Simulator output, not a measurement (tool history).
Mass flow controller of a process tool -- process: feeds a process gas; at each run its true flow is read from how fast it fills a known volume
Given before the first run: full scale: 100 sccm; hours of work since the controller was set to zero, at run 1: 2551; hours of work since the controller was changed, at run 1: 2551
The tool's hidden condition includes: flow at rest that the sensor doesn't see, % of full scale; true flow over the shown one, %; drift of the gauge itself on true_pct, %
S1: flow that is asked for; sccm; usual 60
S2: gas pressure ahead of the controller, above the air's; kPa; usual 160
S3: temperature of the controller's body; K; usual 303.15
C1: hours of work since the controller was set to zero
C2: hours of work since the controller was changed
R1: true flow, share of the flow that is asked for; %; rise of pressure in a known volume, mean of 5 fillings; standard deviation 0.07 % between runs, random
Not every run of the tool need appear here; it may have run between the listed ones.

{"run": 1, "hour": 0.0, "S1": 60, "S2": 160, "S3": 303.15, "C1": 2551, "C2": 2551, "R1": 99.76}
{"run": 2, "hour": 123.3, "S1": 60, "S2": 160, "S3": 303.15, "C1": 2631, "C2": 2631, "R1": 99.84}
{"run": 3, "hour": 270.8, "S1": 60, "S2": 160, "S3": 303.15, "C1": 2727, "C2": 2727, "R1": 99.82}
{"run": 4, "hour": 335.2, "S1": 60, "S2": 160, "S3": 297.15, "C1": 2769, "C2": 2769, "R1": 100.33}
{"run": 5, "hour": 441.1, "S1": 60, "S2": 160, "S3": 297.15, "C1": 2838, "C2": 2838, "R1": 100.48}
{"run": 6, "hour": 539.5, "S1": 60, "S2": 160, "S3": 299.15, "C1": 2902, "C2": 2902, "R1": 100.15}
{"run": 7, "hour": 602.4, "S1": 60, "S2": 160, "S3": 299.15, "C1": 2943, "C2": 2943, "R1": 100.35}
{"run": 8, "hour": 746.3, "S1": 60, "S2": 160, "S3": 299.15, "C1": 3037, "C2": 3037, "R1": 100.32}
{"run": 9, "hour": 890.9, "S1": 60, "S2": 160, "S3": 299.15, "C1": 3131, "C2": 3131, "R1": 100.41}
{"run": 10, "hour": 1044.9, "S1": 60, "S2": 160, "S3": 299.15, "C1": 3231, "C2": 3231, "R1": 100.35}
{"run": 11, "hour": 1158.6, "S1": 60, "S2": 160, "S3": 299.15, "C1": 3305, "C2": 3305, "R1": 100.51}
{"run": 12, "hour": 1299.5, "S1": 11, "S2": 160, "S3": 303.15, "C1": 3396, "C2": 3396, "R1": 95.03}
{"run": 13, "hour": 1386.9, "S1": 12, "S2": 269, "S3": 303.15, "C1": 3453, "C2": 3453, "R1": 94.83}
{"run": 14, "hour": 1469.4, "S1": 12, "S2": 269, "S3": 303.15, "C1": 3507, "C2": 3507, "R1": 94.81}
{"run": 15, "hour": 1595.2, "S1": 12, "S2": 269, "S3": 303.15, "C1": 3589, "C2": 3589, "R1": 94.82}
{"run": 16, "hour": 1708.5, "S1": 12, "S2": 269, "S3": 303.15, "C1": 3662, "C2": 3662, "R1": 94.72}
{"run": 17, "hour": 1857.8, "S1": 18, "S2": 253, "S3": 311.15, "C1": 3760, "C2": 3760, "R1": 96.01}
{"run": 18, "hour": 1944.9, "S1": 18, "S2": 253, "S3": 311.15, "C1": 3816, "C2": 3816, "R1": 95.91}
{"run": 19, "hour": 2054.5, "S1": 18, "S2": 253, "S3": 311.15, "C1": 3888, "C2": 3888, "R1": 95.76}
{"run": 20, "hour": 2122.2, "S1": 87, "S2": 253, "S3": 297.15, "C1": 3932, "C2": 3932, "R1": 101.1}
{"run": 21, "hour": 2259.7, "S1": 87, "S2": 204, "S3": 297.15, "C1": 4021, "C2": 4021, "R1": 101.34}
{"run": 22, "hour": 2405.3, "S1": 37, "S2": 244, "S3": 303.15, "C1": 4116, "C2": 4116, "R1": 98.9}
{"run": 23, "hour": 2551.8, "S1": 37, "S2": 244, "S3": 303.15, "C1": 4211, "C2": 4211, "R1": 98.81}

Selected run-to-run steps in R1, each split into two signed amounts: the part the tool would show with no hidden state at all (from settings, incoming material and random variation), and the remainder, which goes to the hidden state together with any gauge scatter not common to the measured and the hidden-state-free results:
Run 11 -> 12: S1 60 -> 11, S3 299.15 -> 303.15. R1 -5.48 %: hidden state -4.3, all else -1.18.
Run 19 -> 20: S1 18 -> 87, S3 311.15 -> 297.15. R1 +5.34 %: hidden state +2.95, all else +2.39.

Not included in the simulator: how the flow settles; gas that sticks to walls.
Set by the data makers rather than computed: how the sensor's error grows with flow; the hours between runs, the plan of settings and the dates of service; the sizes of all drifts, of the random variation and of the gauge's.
